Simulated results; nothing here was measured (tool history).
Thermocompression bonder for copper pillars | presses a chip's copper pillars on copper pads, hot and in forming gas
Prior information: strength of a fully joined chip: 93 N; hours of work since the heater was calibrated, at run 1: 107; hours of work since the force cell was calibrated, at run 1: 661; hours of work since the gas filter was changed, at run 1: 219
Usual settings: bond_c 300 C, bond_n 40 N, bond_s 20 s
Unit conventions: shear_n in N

run   hour  bond_c  bond_n  bond_s  hours of work since the heater was calibrated  hours of work since the force cell was calibrated  hours of work since the gas filter was changed  shear_n
  1      0     300      40      20                                            107                                                661                                             219     43.7
  2   16.4     300      40      20                                            118                                                672                                             230     44.3
  3   41.4     300      40      20                                            135                                                689                                             247     43.2
  4   76.2     300      40      20                                            157                                                711                                             269     42.2
  5   99.1     300      40      20                                            172                                                726                                             284     43.5
  6  123.1     300      40      20                                            188                                                742                                             300     43.1
  7  137.8     300      59      20                                            198                                                752                                             310     57.7
  8  162.8     300      59      20                                            214                                                768                                             326       58
     181.8  -- force cell calibrated
  9  188.2     300      59      20                                            230                                                  4                                             342     59.2
 10  217.8     300      59      20                                            249                                                 24                                             361     60.5
 11  237.6     300      59      20                                            262                                                 37                                             374     59.2
     265.7  -- forming gas filter changed
 12  269.6     300      59      20                                            283                                                 57                                               3     61.2
 13    301     301      30      46                                            304                                                 78                                              23     46.9
 14  319.2     301      30      46                                            316                                                 90                                              35     46.5
 15  338.6     301      30      46                                            328                                                103                                              48     47.6
 16  357.7     300      40      17                                            341                                                115                                              60     42.2
 17  386.4     300      40      17                                            360                                                134                                              79     41.8
 18  420.7     300      40      17                                            382                                                156                                             102     40.2
 19  439.8     300      40      20                                            395                                                169                                             114     44.2
 20  473.3     315      48      14                                            417                                                191                                             136     53.8
 21  506.8     315      48      14                                            439                                                213                                             158     54.1
 22  532.3     324      48      28                                            455                                                230                                             175     68.6
 23  568.2     324      48      28                                            479                                                253                                             199     69.8

Consider 5 possible next runs. They are alternatives, not a sequence: every one starts from the tool as it was left by run 23. What does each give?
  A  593.9     317      52      20                                            496                                                270                                             215        ?
  B  593.9     318      34      20                                            496                                                270                                             215        ?
  C  593.9     316      27      34                                            496                                                270                                             215        ?
  D  593.9     320      46      15                                            496                                                270                                             215        ?
  E  593.9     329      58      11                                            496                                                270                                             215        ?

run  shear_n
  A       64
  B     46.5
  C     44.2
  D     55.1
  E     65.6
Take away the tool's hidden state, keep each run's random variation, and the runs would have read:
run  shear_n
  A     71.3
  B     53.5
  C     50.9
  D     62.4
  E     72.5

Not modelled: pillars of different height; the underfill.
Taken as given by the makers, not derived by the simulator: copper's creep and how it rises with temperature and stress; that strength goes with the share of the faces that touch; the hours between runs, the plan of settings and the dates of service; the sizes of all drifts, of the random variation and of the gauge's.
